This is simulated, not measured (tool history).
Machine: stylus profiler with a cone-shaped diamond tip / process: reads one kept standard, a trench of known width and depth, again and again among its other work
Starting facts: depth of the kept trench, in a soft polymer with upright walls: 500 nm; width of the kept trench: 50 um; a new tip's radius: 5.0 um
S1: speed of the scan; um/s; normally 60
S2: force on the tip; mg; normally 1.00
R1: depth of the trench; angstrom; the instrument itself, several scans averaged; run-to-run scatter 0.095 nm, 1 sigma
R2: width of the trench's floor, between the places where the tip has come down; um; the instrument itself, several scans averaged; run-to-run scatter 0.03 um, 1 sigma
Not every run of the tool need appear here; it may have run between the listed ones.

run 1 hour=0.0 | S1=60 S2=1.00 | R1=5027.4 R2=45.27
run 2 hour=12.7 | S1=185 S2=1.00 | R1=5026.7 R2=44.49
run 3 hour=28.7 | S1=185 S2=1.00 | R1=5028.2 R2=44.49
run 4 hour=43.5 | S1=185 S2=1.00 | R1=5027.3 R2=44.48
run 5 hour=51.7 | S1=60 S2=0.56 | R1=5016.8 R2=45.15
run 6 hour=61.7 | S1=60 S2=1.21 | R1=5030.0 R2=45.32
run 7 hour=70.8 | S1=60 S2=1.21 | R1=5031.3 R2=45.30
run 8 hour=78.9 | S1=60 S2=1.21 | R1=5031.3 R2=45.28
run 9 hour=88.1 | S1=60 S2=1.21 | R1=5031.6 R2=45.26
run 10 hour=100.3 | S1=60 S2=1.21 | R1=5030.7 R2=45.24
run 11 hour=116.0 | S1=60 S2=1.00 | R1=5028.1 R2=45.26
run 12 hour=128.3 | S1=18 S2=1.00 | R1=5026.7 R2=45.55
run 13 hour=140.6 | S1=60 S2=2.16 | R1=5046.1 R2=45.30
-- hour=142.5 height scale calibrated on a step standard
run 14 hour=152.9 | S1=60 S2=2.16 | R1=5044.1 R2=45.37
run 15 hour=166.0 | S1=60 S2=1.00 | R1=5024.9 R2=45.28
run 16 hour=173.2 | S1=60 S2=1.00 | R1=5026.0 R2=45.26
-- hour=181.2 height scale calibrated on a step standard, once more
run 17 hour=185.2 | S1=60 S2=1.00 | R1=5028.8 R2=45.20
run 18 hour=193.7 | S1=60 S2=1.00 | R1=5026.1 R2=45.23
run 19 hour=201.7 | S1=60 S2=1.00 | R1=5027.4 R2=45.21
run 20 hour=208.5 | S1=105 S2=1.00 | R1=5026.9 R2=44.90
run 21 hour=216.7 | S1=121 S2=0.60 | R1=5017.8 R2=44.59
run 22 hour=224.5 | S1=121 S2=0.60 | R1=5019.5 R2=44.61
run 23 hour=234.3 | S1=121 S2=0.60 | R1=5018.4 R2=44.57
run 24 hour=243.6 | S1=25 S2=0.68 | R1=5019.3 R2=45.37
run 25 hour=253.7 | S1=25 S2=0.37 | R1=5011.9 R2=45.30
run 26 hour=267.7 | S1=215 S2=1.11 | R1=5028.0 R2=44.25
run 27 hour=281.9 | S1=38 S2=1.88 | R1=5040.4 R2=45.46
run 28 hour=296.9 | S1=38 S2=1.88 | R1=5040.7 R2=45.42
run 29 hour=305.5 | S1=38 S2=1.88 | R1=5039.9 R2=45.40
run 30 hour=312.4 | S1=38 S2=1.88 | R1=5041.1 R2=45.37
run 31 hour=322.4 | S1=38 S2=1.88 | R1=5040.4 R2=45.42
run 32 hour=330.0 | S1=19 S2=2.04 | R1=5042.5 R2=45.46
run 33 hour=341.9 | S1=64 S2=2.58 | R1=5050.5 R2=45.33
run 34 hour=356.3 | S1=116 S2=1.00 | R1=5024.8 R2=44.79
run 35 hour=371.7 | S1=116 S2=1.00 | R1=5024.7 R2=44.78
run 36 hour=383.4 | S1=93 S2=0.41 | R1=5013.3 R2=44.60
run 37 hour=394.4 | S1=93 S2=0.41 | R1=5012.6 R2=44.66
run 38 hour=407.7 | S1=60 S2=0.95 | R1=5022.8 R2=45.13
run 39 hour=418.4 | S1=49 S2=2.53 | R1=5050.3 R2=45.32

Branching from run 39: 5 alternative next runs. What would each branch give?
run A hour=427.2 | S1=234 S2=2.00 | R1=? R2=?
run B hour=427.2 | S1=52 S2=0.43 | R1=? R2=?
run C hour=427.2 | S1=33 S2=2.21 | R1=? R2=?
run D hour=427.2 | S1=39 S2=1.20 | R1=? R2=?
run E hour=427.2 | S1=72 S2=1.44 | R1=? R2=?

run=A R1=5042.4 R2=44.49
run=B R1=5013.7 R2=45.05
run=C R1=5045.5 R2=45.37
run=D R1=5029.3 R2=45.30
run=E R1=5031.1 R2=45.15
With the hidden condition removed and each run's random variation left untouched, the same runs would have given:
run=A R1=5045.3 R2=44.60
run=B R1=5016.7 R2=45.17
run=C R1=5048.4 R2=45.49
run=D R1=5032.2 R2=45.42
run=E R1=5034.1 R2=45.27
